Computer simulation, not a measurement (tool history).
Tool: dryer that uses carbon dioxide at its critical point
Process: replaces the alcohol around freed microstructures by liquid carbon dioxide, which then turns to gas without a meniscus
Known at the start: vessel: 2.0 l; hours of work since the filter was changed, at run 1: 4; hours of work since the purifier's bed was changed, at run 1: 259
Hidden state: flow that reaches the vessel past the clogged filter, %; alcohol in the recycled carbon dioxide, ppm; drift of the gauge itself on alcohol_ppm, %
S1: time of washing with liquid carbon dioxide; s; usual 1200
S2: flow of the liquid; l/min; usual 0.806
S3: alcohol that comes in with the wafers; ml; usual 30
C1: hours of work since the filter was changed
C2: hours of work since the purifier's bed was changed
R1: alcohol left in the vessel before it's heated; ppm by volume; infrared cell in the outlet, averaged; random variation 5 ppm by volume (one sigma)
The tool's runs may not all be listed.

Run 1, hour 0.0: usual settings; C1 4; C2 259. Result: R1 25 ppm by volume.
Run 2, hour 38.9: usual settings but S3 52 ml; C1 19; C2 275. Result: R1 44 ppm by volume.
Run 3, hour 84.7: usual settings but S3 52 ml; C1 37; C2 293. Result: R1 53 ppm by volume.
Run 4, hour 124.0: usual settings but S3 52 ml; C1 53; C2 309. Result: R1 41 ppm by volume.
Run 5, hour 157.3: usual settings but S2 0.769 l/min; C1 66; C2 322. Result: R1 37 ppm by volume.
Run 6, hour 190.4: usual settings but S2 0.769 l/min; C1 79; C2 335. Result: R1 38 ppm by volume.
Run 7, hour 214.6: usual settings; C1 89; C2 345. Result: R1 38 ppm by volume.
Run 8, hour 242.4: usual settings but S2 0.512 l/min; C1 100; C2 356. Result: R1 252 ppm by volume.
Run 9, hour 264.1: usual settings but S2 0.512 l/min; C1 109; C2 364. Result: R1 245 ppm by volume.
Run 10, hour 304.1: usual settings but S2 0.512 l/min; C1 124; C2 380. Result: R1 260 ppm by volume.
Run 11, hour 333.5: usual settings but S2 0.512 l/min; C1 136; C2 392. Result: R1 252 ppm by volume.
Run 12, hour 381.2: usual settings but S1 720 s; C1 155; C2 411. Result: R1 341 ppm by volume.
Run 13, hour 421.4: usual settings; C1 171; C2 427. Result: R1 50 ppm by volume.
Run 14, hour 451.3: usual settings; C1 183; C2 439. Result: R1 48 ppm by volume.
Run 15, hour 496.2: usual settings; C1 201; C2 456. Result: R1 54 ppm by volume.
Run 16, hour 525.2: usual settings; C1 212; C2 468. Result: R1 52 ppm by volume.
Run 17, hour 561.1: usual settings; C1 227; C2 482. Result: R1 57 ppm by volume.
Run 18, hour 587.3: usual settings but S3 42 ml; C1 237; C2 493. Result: R1 67 ppm by volume.
Run 19, hour 612.8: usual settings but S3 42 ml; C1 247; C2 503. Result: R1 75 ppm by volume.
Run 20, hour 634.8: usual settings; C1 256; C2 511. Result: R1 61 ppm by volume.
Run 21, hour 674.9: usual settings but S1 720 s; C1 272; C2 527. Result: R1 423 ppm by volume.
At hour 718.9: inlet filter changed.
Run 22, hour 721.7: usual settings but S3 54 ml; C1 1; C2 546. Result: R1 53 ppm by volume.
Run 23, hour 750.6: usual settings but S3 54 ml; C1 13; C2 557. Result: R1 52 ppm by volume.
Run 24, hour 775.1: usual settings but S3 54 ml; C1 22; C2 567. Result: R1 62 ppm by volume.
Run 25, hour 804.5: usual settings but S1 1080 s, S3 55 ml; C1 34; C2 579. Result: R1 88 ppm by volume.
Run 26, hour 839.1: usual settings but S1 1080 s, S3 55 ml; C1 48; C2 592. Result: R1 96 ppm by volume.
Run 27, hour 874.4: usual settings but S1 1080 s, S3 55 ml; C1 62; C2 606. Result: R1 90 ppm by volume.
Run 28, hour 899.6: usual settings but S1 1140 s, S2 0.626 l/min, S3 38 ml; C1 72; C2 616. Result: R1 167 ppm by volume.
Run 29, hour 925.6: usual settings but S1 1140 s, S2 0.518 l/min, S3 32 ml; C1 82; C2 627. Result: R1 297 ppm by volume.
Run 30, hour 972.6: usual settings but S1 900 s, S2 0.890 l/min, S3 28 ml; C1 101; C2 645. Result: R1 97 ppm by volume.
Run 31, hour 1019.8: usual settings but S1 900 s, S2 0.749 l/min, S3 28 ml; C1 120; C2 664. Result: R1 182 ppm by volume.
Run 32, hour 1053.7: usual settings but S2 0.891 l/min, S3 108 ml; C1 133; C2 678. Result: R1 73 ppm by volume.
Run 33, hour 1100.9: usual settings but S1 1020 s, S2 0.764 l/min; C1 152; C2 696. Result: R1 118 ppm by volume.
Run 34, hour 1134.7: usual settings but S1 1680 s, S2 1.101 l/min; C1 165; C2 710. Result: R1 39 ppm by volume.
Run 35, hour 1175.1: usual settings but S1 1680 s, S2 1.101 l/min; C1 181; C2 726. Result: R1 34 ppm by volume.

Forecast run 36:
Run 36, hour 1202.9: usual settings but S1 1680 s, S2 0.943 l/min, S3 20 ml; C1 192; C2 737. Result: R1 ?.

R1: 33 ppm by volume
Without the tool's hidden state the same run would have given R1 7 ppm by volume.

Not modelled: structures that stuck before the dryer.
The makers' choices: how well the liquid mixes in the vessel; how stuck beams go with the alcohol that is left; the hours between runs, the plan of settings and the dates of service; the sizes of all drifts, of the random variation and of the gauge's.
